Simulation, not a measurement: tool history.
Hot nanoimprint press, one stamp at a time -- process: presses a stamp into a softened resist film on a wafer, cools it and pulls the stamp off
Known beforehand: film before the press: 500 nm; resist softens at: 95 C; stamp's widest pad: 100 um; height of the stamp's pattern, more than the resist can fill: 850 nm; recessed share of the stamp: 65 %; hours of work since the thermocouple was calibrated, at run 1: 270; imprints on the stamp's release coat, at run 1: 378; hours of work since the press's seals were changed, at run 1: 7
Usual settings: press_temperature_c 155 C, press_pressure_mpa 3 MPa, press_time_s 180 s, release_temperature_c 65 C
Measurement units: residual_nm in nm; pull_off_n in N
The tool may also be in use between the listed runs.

run	hour	press_temperature_c	press_pressure_mpa	press_time_s	release_temperature_c	hours of work since the thermocouple was calibrated	imprints on the stamp's release coat	hours of work since the press's seals were changed	residual_nm	pull_off_n
1	0	155	3	180	65	270	378	7	282.6	174
2	34.4	155	3.73	180	65	293	454	30	252.8	173
3	65.3	155	3.73	227	65	314	523	50	234.1	181
4	122.7	155	2.68	227	65	351	651	88	277.9	182
5	181.8	155	2.68	227	65	390	782	127	275.4	183
6	237.4	155	2.68	227	65	427	905	164	274.8	191
7	293.9	155	2.68	227	65	464	1031	201	271.6	191
8	326.1	155	2.68	227	65	486	1102	222	273.4	191
# hour 352.8: plate thermocouple calibrated
9	354.5	155	2.68	227	65	1	1158	239	295.8	195
10	385	155	2.68	227	65	21	1226	259	294.2	201

Measured less the same run without the tool's hidden state. The same run-to-run variation is in both; the gauge's scatter may not be:
Unlogged tool condition in this case: true temperature over the reading, C; pressure that arrives at the usual setting, %; grip of the stamp's worn release coat, % over a new coat's; drift of the gauge itself on residual_nm, %; drift of the gauge itself on pull_off_n, %.
run	residual_nm	pull_off_n
1	-12.6	+9
2	-12.9	+11
3	-12.9	+12
4	-15.8	+16
5	-17.2	+19
6	-18.6	+23
7	-20	+26
8	-20.9	+27
9	+3.3	+33
10	+2.4	+35
